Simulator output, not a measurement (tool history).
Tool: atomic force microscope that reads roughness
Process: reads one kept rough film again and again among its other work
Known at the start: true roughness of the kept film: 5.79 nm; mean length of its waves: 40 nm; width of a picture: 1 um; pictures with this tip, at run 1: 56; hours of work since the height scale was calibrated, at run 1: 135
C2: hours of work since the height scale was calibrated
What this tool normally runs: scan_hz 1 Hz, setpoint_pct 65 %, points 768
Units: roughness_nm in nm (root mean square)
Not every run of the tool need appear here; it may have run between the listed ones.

{"run": 1, "hour": 0.0, "scan_hz": 1, "setpoint_pct": 65, "points": 768, "pictures with this tip": 56, "C2": 135, "roughness_nm": 4.408}
{"run": 2, "hour": 30.9, "scan_hz": 1, "setpoint_pct": 65, "points": 768, "pictures with this tip": 77, "C2": 149, "roughness_nm": 4.248}
{"run": 3, "hour": 45.7, "scan_hz": 1, "setpoint_pct": 65, "points": 768, "pictures with this tip": 87, "C2": 156, "roughness_nm": 4.183}
{"run": 4, "hour": 74.1, "scan_hz": 1, "setpoint_pct": 65, "points": 768, "pictures with this tip": 107, "C2": 169, "roughness_nm": 4.001}
{"run": 5, "hour": 91.4, "scan_hz": 1, "setpoint_pct": 65, "points": 768, "pictures with this tip": 119, "C2": 176, "roughness_nm": 3.952}
{"run": 6, "hour": 113.0, "scan_hz": 1, "setpoint_pct": 65, "points": 768, "pictures with this tip": 134, "C2": 186, "roughness_nm": 3.84}
{"run": 7, "hour": 138.5, "scan_hz": 1, "setpoint_pct": 65, "points": 768, "pictures with this tip": 151, "C2": 198, "roughness_nm": 3.735}
{"run": 8, "hour": 158.1, "scan_hz": 1, "setpoint_pct": 65, "points": 768, "pictures with this tip": 165, "C2": 207, "roughness_nm": 3.63}
{"run": 9, "hour": 190.5, "scan_hz": 1, "setpoint_pct": 65, "points": 768, "pictures with this tip": 187, "C2": 222, "roughness_nm": 3.504}
{"run": 10, "hour": 211.9, "scan_hz": 1, "setpoint_pct": 65, "points": 768, "pictures with this tip": 202, "C2": 231, "roughness_nm": 3.458}
{"run": 11, "hour": 232.2, "scan_hz": 1, "setpoint_pct": 65, "points": 768, "pictures with this tip": 216, "C2": 241, "roughness_nm": 3.35}
{"hour": 245.2, "done": "new tip fitted"}
{"run": 12, "hour": 248.8, "scan_hz": 0.52, "setpoint_pct": 65, "points": 768, "pictures with this tip": 2, "C2": 248, "roughness_nm": 4.933}
{"run": 13, "hour": 272.2, "scan_hz": 0.52, "setpoint_pct": 65, "points": 768, "pictures with this tip": 19, "C2": 259, "roughness_nm": 4.749}
{"run": 14, "hour": 304.0, "scan_hz": 1, "setpoint_pct": 65, "points": 768, "pictures with this tip": 41, "C2": 273, "roughness_nm": 4.482}
{"run": 15, "hour": 319.2, "scan_hz": 1, "setpoint_pct": 65, "points": 768, "pictures with this tip": 51, "C2": 280, "roughness_nm": 4.4}
{"run": 16, "hour": 347.4, "scan_hz": 1, "setpoint_pct": 65, "points": 768, "pictures with this tip": 71, "C2": 293, "roughness_nm": 4.228}
{"run": 17, "hour": 371.3, "scan_hz": 1, "setpoint_pct": 61, "points": 768, "pictures with this tip": 87, "C2": 304, "roughness_nm": 4.166}
{"run": 18, "hour": 400.5, "scan_hz": 1, "setpoint_pct": 61, "points": 768, "pictures with this tip": 107, "C2": 317, "roughness_nm": 4.017}
{"hour": 403.5, "done": "height scale calibrated on a step standard"}
{"run": 19, "hour": 427.9, "scan_hz": 1, "setpoint_pct": 65, "points": 768, "pictures with this tip": 126, "C2": 11, "roughness_nm": 3.842}
{"run": 20, "hour": 443.8, "scan_hz": 1, "setpoint_pct": 90, "points": 644, "pictures with this tip": 137, "C2": 18, "roughness_nm": 3.508}
{"run": 21, "hour": 464.1, "scan_hz": 1, "setpoint_pct": 65, "points": 281, "pictures with this tip": 151, "C2": 28, "roughness_nm": 3.671}
{"hour": 472.8, "done": "height scale calibrated on a step standard, once more"}
{"run": 22, "hour": 481.7, "scan_hz": 1, "setpoint_pct": 65, "points": 281, "pictures with this tip": 162, "C2": 4, "roughness_nm": 3.603}
{"run": 23, "hour": 507.2, "scan_hz": 3.65, "setpoint_pct": 56, "points": 369, "pictures with this tip": 180, "C2": 16, "roughness_nm": 3.422}
{"run": 24, "hour": 540.5, "scan_hz": 2.33, "setpoint_pct": 77, "points": 289, "pictures with this tip": 203, "C2": 31, "roughness_nm": 3.041}
{"run": 25, "hour": 561.1, "scan_hz": 1, "setpoint_pct": 63, "points": 682, "pictures with this tip": 217, "C2": 40, "roughness_nm": 3.345}
{"hour": 573.2, "done": "new tip fitted"}
{"run": 26, "hour": 579.9, "scan_hz": 1, "setpoint_pct": 63, "points": 682, "pictures with this tip": 5, "C2": 49, "roughness_nm": 4.866}
{"run": 27, "hour": 596.0, "scan_hz": 3.29, "setpoint_pct": 63, "points": 782, "pictures with this tip": 16, "C2": 56, "roughness_nm": 4.502}
{"run": 28, "hour": 612.5, "scan_hz": 0.56, "setpoint_pct": 69, "points": 293, "pictures with this tip": 27, "C2": 63, "roughness_nm": 4.632}
{"run": 29, "hour": 646.3, "scan_hz": 1.55, "setpoint_pct": 56, "points": 768, "pictures with this tip": 51, "C2": 79, "roughness_nm": 4.381}
{"run": 30, "hour": 677.5, "scan_hz": 1.55, "setpoint_pct": 56, "points": 768, "pictures with this tip": 72, "C2": 93, "roughness_nm": 4.264}
{"run": 31, "hour": 692.2, "scan_hz": 0.73, "setpoint_pct": 65, "points": 310, "pictures with this tip": 83, "C2": 100, "roughness_nm": 4.191}
{"run": 32, "hour": 719.6, "scan_hz": 1, "setpoint_pct": 59, "points": 768, "pictures with this tip": 102, "C2": 112, "roughness_nm": 4.057}
{"run": 33, "hour": 735.4, "scan_hz": 1, "setpoint_pct": 59, "points": 768, "pictures with this tip": 112, "C2": 119, "roughness_nm": 3.972}
{"run": 34, "hour": 753.6, "scan_hz": 1, "setpoint_pct": 59, "points": 768, "pictures with this tip": 125, "C2": 128, "roughness_nm": 3.852}
{"run": 35, "hour": 775.0, "scan_hz": 1.21, "setpoint_pct": 57, "points": 332, "pictures with this tip": 140, "C2": 137, "roughness_nm": 3.811}
{"run": 36, "hour": 802.7, "scan_hz": 0.58, "setpoint_pct": 56, "points": 768, "pictures with this tip": 159, "C2": 150, "roughness_nm": 3.733}
{"run": 37, "hour": 819.3, "scan_hz": 0.58, "setpoint_pct": 56, "points": 768, "pictures with this tip": 171, "C2": 158, "roughness_nm": 3.664}

Below, some changes in roughness_nm between adjacent runs. For each, the amount present without the hidden state too (settings, incoming material, random variation) and the amount remaining for the hidden state with gauge scatter not shared by both compared results:
What the log doesn't record here: radius of the tip, nm; height scale over the true one, %; drift of the gauge itself on roughness_nm, %.
Run 11 -> 12: scan_hz 1 -> 0.52, new tip fitted. roughness_nm +1.583 nm (root mean square): hidden state +1.474, all else +0.109.
Run 23 -> 24: scan_hz 3.65 -> 2.33, setpoint_pct 56 -> 77, points 369 -> 289. roughness_nm -0.381 nm (root mean square): hidden state -0.013, all else -0.368.
Run 24 -> 25: scan_hz 2.33 -> 1, setpoint_pct 77 -> 63, points 289 -> 682. roughness_nm +0.304 nm (root mean square): hidden state -0.228, all else +0.532.
Run 25 -> 26: new tip fitted. roughness_nm +1.521 nm (root mean square): hidden state +1.504, all else +0.017.

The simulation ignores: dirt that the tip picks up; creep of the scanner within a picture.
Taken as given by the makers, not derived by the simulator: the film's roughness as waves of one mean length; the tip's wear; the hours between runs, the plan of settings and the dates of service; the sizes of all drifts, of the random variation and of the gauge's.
